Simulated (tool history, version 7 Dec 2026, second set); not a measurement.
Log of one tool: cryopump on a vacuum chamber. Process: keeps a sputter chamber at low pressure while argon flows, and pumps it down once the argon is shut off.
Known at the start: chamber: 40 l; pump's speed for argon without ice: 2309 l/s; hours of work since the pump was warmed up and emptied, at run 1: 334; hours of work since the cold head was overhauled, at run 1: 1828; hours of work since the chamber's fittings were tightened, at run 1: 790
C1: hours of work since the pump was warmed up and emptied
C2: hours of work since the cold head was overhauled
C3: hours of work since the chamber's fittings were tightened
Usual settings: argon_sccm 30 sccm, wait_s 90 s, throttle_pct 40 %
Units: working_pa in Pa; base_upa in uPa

Run 1, hour 0: usual settings; C1 334; C2 1828; C3 790. Result: working_pa 0.0599 Pa, base_upa 0.8 uPa.
Run 2, hour 64.7: usual settings; C1 392; C2 1886; C3 848. Result: working_pa 0.0604 Pa, base_upa 0.86 uPa.
Run 3, hour 140.6: usual settings; C1 460; C2 1953; C3 916. Result: working_pa 0.0621 Pa, base_upa 0.89 uPa.
Run 4, hour 216.1: usual settings but wait_s 101 s; C1 527; C2 2021; C3 983. Result: working_pa 0.0629 Pa, base_upa 0.93 uPa.
At hour 298.7: leaking fittings of the chamber tightened, without venting.
Run 5, hour 298.7: usual settings but argon_sccm 20 sccm, wait_s 101 s; C1 599; C2 2093; C3 0. Result: working_pa 0.043 Pa, base_upa 0.55 uPa.
At hour 364.4: pump warmed up, emptied and cooled again.
Run 6, hour 382.1: usual settings but argon_sccm 20 sccm, wait_s 101 s; C1 16; C2 2163; C3 70. Result: working_pa 0.0363 Pa, base_upa 0.45 uPa.
Run 7, hour 445.5: usual settings but argon_sccm 20 sccm, wait_s 101 s; C1 72; C2 2219; C3 127. Result: working_pa 0.0378 Pa, base_upa 0.48 uPa.
Run 8, hour 547.7: usual settings but argon_sccm 25 sccm; C1 164; C2 2311; C3 218. Result: working_pa 0.0479 Pa, base_upa 0.56 uPa.
Run 9, hour 634.9: usual settings but argon_sccm 25 sccm; C1 241; C2 2388; C3 296. Result: working_pa 0.0487 Pa, base_upa 0.63 uPa.
Run 10, hour 717.9: usual settings; C1 316; C2 2462; C3 370. Result: working_pa 0.0586 Pa, base_upa 0.64 uPa.
Run 11, hour 764.8: usual settings; C1 357; C2 2504; C3 412. Result: working_pa 0.0602 Pa, base_upa 0.7 uPa.
Run 12, hour 807.1: usual settings but wait_s 59 s; C1 395; C2 2542; C3 449. Result: working_pa 0.061 Pa, base_upa 0.9 uPa.
Run 13, hour 882.4: usual settings; C1 462; C2 2609; C3 517. Result: working_pa 0.062 Pa, base_upa 0.79 uPa.
Run 14, hour 974.7: usual settings but argon_sccm 12 sccm; C1 545; C2 2692; C3 599. Result: working_pa 0.0258 Pa, base_upa 0.84 uPa.
Run 15, hour 1037.1: usual settings but argon_sccm 12 sccm; C1 600; C2 2747; C3 655. Result: working_pa 0.026 Pa, base_upa 0.89 uPa.
Run 16, hour 1087.4: usual settings but throttle_pct 27 %; C1 645; C2 2792; C3 700. Result: working_pa 0.0936 Pa, base_upa 0.94 uPa.
At hour 1100.8: pump warmed up, emptied and cooled again.
Run 17, hour 1148: usual settings but argon_sccm 18 sccm, wait_s 24 s, throttle_pct 27 %; C1 42; C2 2842; C3 749. Result: working_pa 0.0497 Pa, base_upa 1.63 uPa.
Run 18, hour 1192.4: usual settings but argon_sccm 52 sccm, wait_s 59 s, throttle_pct 17 %; C1 82; C2 2882; C3 789. Result: working_pa 0.2264 Pa, base_upa 0.95 uPa.
Run 19, hour 1287.1: usual settings but argon_sccm 17 sccm, wait_s 165 s, throttle_pct 17 %; C1 166; C2 2966; C3 873. Result: working_pa 0.0745 Pa, base_upa 0.7 uPa.
Run 20, hour 1384.3: usual settings but argon_sccm 38 sccm, wait_s 23 s, throttle_pct 44 %; C1 253; C2 3053; C3 960. Result: working_pa 0.067 Pa, base_upa 1.93 uPa.
Run 21, hour 1476.7: usual settings but argon_sccm 38 sccm, wait_s 136 s, throttle_pct 44 %; C1 336; C2 3135; C3 1043. Result: working_pa 0.0697 Pa, base_upa 0.87 uPa.
At hour 1493.6: leaking fittings of the chamber tightened, without venting.
Run 22, hour 1570.4: usual settings but argon_sccm 13 sccm; C1 417; C2 3217; C3 69. Result: working_pa 0.0268 Pa, base_upa 0.54 uPa.
Run 23, hour 1655.2: usual settings but argon_sccm 14 sccm, throttle_pct 59 %; C1 493; C2 3293; C3 144. Result: working_pa 0.0224 Pa, base_upa 0.61 uPa.
Run 24, hour 1699.4: usual settings but wait_s 29 s; C1 533; C2 3332; C3 184. Result: working_pa 0.0645 Pa, base_upa 1.27 uPa.
Run 25, hour 1755.4: usual settings but argon_sccm 34 sccm, wait_s 139 s, throttle_pct 58 %; C1 583; C2 3382; C3 234. Result: working_pa 0.0561 Pa, base_upa 0.54 uPa.
Run 26, hour 1804.6: usual settings but argon_sccm 46 sccm, wait_s 92 s; C1 626; C2 3426; C3 278. Result: working_pa 0.103 Pa, base_upa 0.69 uPa.
At hour 1839.7: pump warmed up, emptied and cooled again.
Run 27, hour 1851.5: usual settings but argon_sccm 56 sccm, wait_s 92 s; C1 11; C2 3464; C3 315. Result: working_pa 0.1045 Pa, base_upa 0.58 uPa.
Run 28, hour 1911.3: usual settings but argon_sccm 55 sccm, wait_s 63 s; C1 64; C2 3517; C3 368. Result: working_pa 0.1052 Pa, base_upa 0.76 uPa.
Run 29, hour 1984: usual settings but argon_sccm 55 sccm, wait_s 63 s; C1 129; C2 3582; C3 433. Result: working_pa 0.1045 Pa, base_upa 0.76 uPa.
Run 30, hour 2088.1: usual settings but argon_sccm 55 sccm, wait_s 63 s; C1 222; C2 3675; C3 526. Result: working_pa 0.1067 Pa, base_upa 0.85 uPa.
Run 31, hour 2153.4: usual settings but argon_sccm 55 sccm, wait_s 63 s; C1 280; C2 3733; C3 585. Result: working_pa 0.1083 Pa, base_upa 0.81 uPa.

3 ways to go on from here, each from the tool as it stands after run 31. What would each give?
Run A, hour 2244: usual settings but throttle_pct 35 %; C1 361; C2 3814; C3 665. Result: working_pa ?, base_upa ?.
Run B, hour 2244: usual settings but argon_sccm 42 sccm, wait_s 76 s, throttle_pct 58 %; C1 361; C2 3814; C3 665. Result: working_pa ?, base_upa ?.
Run C, hour 2244: usual settings but wait_s 39 s, throttle_pct 54 %; C1 361; C2 3814; C3 665. Result: working_pa ?, base_upa ?.

run  working_pa  base_upa
  A      0.0683       0.8
  B      0.0613      0.85
  C       0.046      1.24
Without the tool's hidden state the same runs would have given:
run  working_pa  base_upa
  A      0.0624      0.46
  B      0.0529      0.51
  C        0.04      0.91
